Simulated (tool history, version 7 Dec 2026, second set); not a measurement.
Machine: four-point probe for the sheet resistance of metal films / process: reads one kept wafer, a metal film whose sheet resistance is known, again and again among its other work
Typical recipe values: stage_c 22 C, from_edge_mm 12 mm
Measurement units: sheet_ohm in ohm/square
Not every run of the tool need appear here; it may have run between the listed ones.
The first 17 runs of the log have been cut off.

run 18 hour=217.5 | stage_c=28 from_edge_mm=42 | sheet_ohm=1.657510
run 19 hour=230.9 | stage_c=28 from_edge_mm=42 | sheet_ohm=1.657103
run 20 hour=238.5 | stage_c=28 from_edge_mm=42 | sheet_ohm=1.657106
run 21 hour=248.5 | stage_c=27 from_edge_mm=30 | sheet_ohm=1.657466
run 22 hour=259.3 | stage_c=27 from_edge_mm=19 | sheet_ohm=1.658225
run 23 hour=266.9 | stage_c=21 from_edge_mm=39 | sheet_ohm=1.652790
run 24 hour=282.6 | stage_c=32 from_edge_mm=33 | sheet_ohm=1.659831
run 25 hour=291.2 | stage_c=32 from_edge_mm=33 | sheet_ohm=1.660184
run 26 hour=305.3 | stage_c=23 from_edge_mm=4 | sheet_ohm=1.706734
run 27 hour=318.6 | stage_c=24 from_edge_mm=12 | sheet_ohm=1.660180
run 28 hour=334.4 | stage_c=30 from_edge_mm=9 | sheet_ohm=1.668540
run 29 hour=350.0 | stage_c=30 from_edge_mm=9 | sheet_ohm=1.668767
run 30 hour=358.5 | stage_c=24 from_edge_mm=8 | sheet_ohm=1.667139
run 31 hour=374.4 | stage_c=35 from_edge_mm=23 | sheet_ohm=1.662973
run 32 hour=391.2 | stage_c=35 from_edge_mm=23 | sheet_ohm=1.663150
run 33 hour=398.9 | stage_c=35 from_edge_mm=23 | sheet_ohm=1.663210
run 34 hour=409.5 | stage_c=21 from_edge_mm=32 | sheet_ohm=1.652541

Alternative continuations, all from the tool just after run 34; predict every row:
run A hour=425.4 | stage_c=23 from_edge_mm=12 | sheet_ohm=?
run B hour=425.4 | stage_c=30 from_edge_mm=10 | sheet_ohm=?
run C hour=425.4 | stage_c=28 from_edge_mm=12 | sheet_ohm=?
run D hour=425.4 | stage_c=34 from_edge_mm=10 | sheet_ohm=?
run E hour=425.4 | stage_c=26 from_edge_mm=12 | sheet_ohm=?

run=A sheet_ohm=1.659358
run=B sheet_ohm=1.667196
run=C sheet_ohm=1.662367
run=D sheet_ohm=1.669103
run=E sheet_ohm=1.661697
Had the tool no hidden state, the same runs would have come out as:
run=A sheet_ohm=1.659272
run=B sheet_ohm=1.667109
run=C sheet_ohm=1.662281
run=D sheet_ohm=1.669017
run=E sheet_ohm=1.661611
